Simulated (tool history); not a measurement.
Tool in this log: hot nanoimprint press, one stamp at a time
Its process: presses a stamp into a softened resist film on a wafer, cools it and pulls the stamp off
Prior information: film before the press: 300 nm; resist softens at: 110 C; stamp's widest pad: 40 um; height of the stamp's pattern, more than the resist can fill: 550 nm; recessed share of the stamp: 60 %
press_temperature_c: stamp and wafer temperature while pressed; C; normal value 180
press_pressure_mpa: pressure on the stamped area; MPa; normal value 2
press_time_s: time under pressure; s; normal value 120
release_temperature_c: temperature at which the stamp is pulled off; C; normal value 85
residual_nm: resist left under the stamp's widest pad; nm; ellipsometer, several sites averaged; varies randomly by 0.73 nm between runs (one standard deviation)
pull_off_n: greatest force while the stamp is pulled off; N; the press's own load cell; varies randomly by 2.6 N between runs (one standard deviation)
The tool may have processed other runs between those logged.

| run | hour | press_temperature_c | press_pressure_mpa | press_time_s | release_temperature_c | residual_nm | pull_off_n |
|---|---|---|---|---|---|---|---|
| 1 | 0 | 180 | 2 | 120 | 85 | 140.5 | 119 |
| 2 | 16.2 | 180 | 2 | 120 | 85 | 141.1 | 122 |
| 3 | 41.3 | 180 | 2 | 120 | 85 | 139.6 | 125 |
| 4 | 70.5 | 180 | 2 | 120 | 85 | 140.4 | 126 |
| 5 | 92.7 | 186 | 2 | 120 | 85 | 107.1 | 132 |
|  | 107.8 | plate thermocouple calibrated |
| 6 | 112.9 | 186 | 2 | 120 | 85 | 106.6 | 135 |
| 7 | 148.8 | 180 | 2 | 124 | 85 | 136.5 | 136 |
|  | 167.6 | plate thermocouple calibrated, once more |
| 8 | 181.6 | 180 | 2 | 120 | 85 | 143.8 | 139 |
| 9 | 197.6 | 169 | 2 | 120 | 85 | 215.7 | 140 |
| 10 | 216.1 | 169 | 2 | 120 | 85 | 216.2 | 147 |
| 11 | 253.7 | 169 | 2 | 120 | 85 | 216.4 | 154 |
| 12 | 286.1 | 169 | 2 | 120 | 85 | 216.3 | 146 |
| 13 | 309.7 | 180 | 2.73 | 120 | 85 | 126 | 154 |
| 14 | 329.7 | 180 | 2.73 | 120 | 85 | 127.1 | 157 |
| 15 | 346.2 | 175 | 2.73 | 120 | 85 | 157.9 | 159 |
| 16 | 362.4 | 175 | 2.73 | 120 | 85 | 158.2 | 157 |
|  | 390.3 | stamp cleaned and given a new release coat |
| 17 | 394.1 | 179 | 2.14 | 71 | 88 | 174.6 | 111 |
| 18 | 423.8 | 184 | 2 | 104 | 92 | 127 | 102 |
| 19 | 457.9 | 184 | 2 | 166 | 92 | 103.2 | 104 |
| 20 | 491.8 | 188 | 2.52 | 81 | 78 | 107.2 | 151 |
| 21 | 514.4 | 187 | 2.52 | 81 | 89 | 112.4 | 121 |
| 22 | 542.6 | 182 | 1.33 | 222 | 85 | 118.5 | 136 |
| 23 | 574.4 | 188 | 2.42 | 125 | 86 | 90.1 | 135 |
| 24 | 600.5 | 177 | 2 | 120 | 85 | 159.3 | 141 |
| 25 | 627.9 | 177 | 2 | 120 | 77 | 158.5 | 175 |
|  | 642.8 | plate thermocouple calibrated |
| 26 | 653.5 | 180 | 2 | 119 | 85 | 142.1 | 148 |
| 27 | 690 | 180 | 2.79 | 125 | 85 | 123.5 | 154 |
| 28 | 713.5 | 180 | 2.79 | 125 | 85 | 122.8 | 148 |
|  | 727.5 | press's hydraulic seals changed and the load cell set to zero |
| 29 | 745.8 | 180 | 2.53 | 125 | 85 | 122.7 | 154 |

Below are 5 alternative next runs, each starting from the tool's condition after run 29. Predict each:
| A | 762.7 | 180 | 1.34 | 88 | 70 | ? | ? |
| B | 762.7 | 180 | 1.99 | 92 | 87 | ? | ? |
| C | 762.7 | 180 | 2.53 | 93 | 76 | ? | ? |
| D | 762.7 | 180 | 2.53 | 125 | 84 | ? | ? |
| E | 762.7 | 180 | 2 | 120 | 86 | ? | ? |

| run | residual_nm | pull_off_n |
|---|---|---|
| A | 178.7 | 220 |
| B | 152.2 | 148 |
| C | 138 | 198 |
| D | 122.3 | 168 |
| E | 138.1 | 160 |
Stripped of hidden state, with their random variation kept, the same runs would have yielded:
| run | residual_nm | pull_off_n |
|---|---|---|
| A | 181.1 | 167 |
| B | 154.5 | 112 |
| C | 140.2 | 150 |
| D | 124.4 | 127 |
| E | 140.3 | 121 |
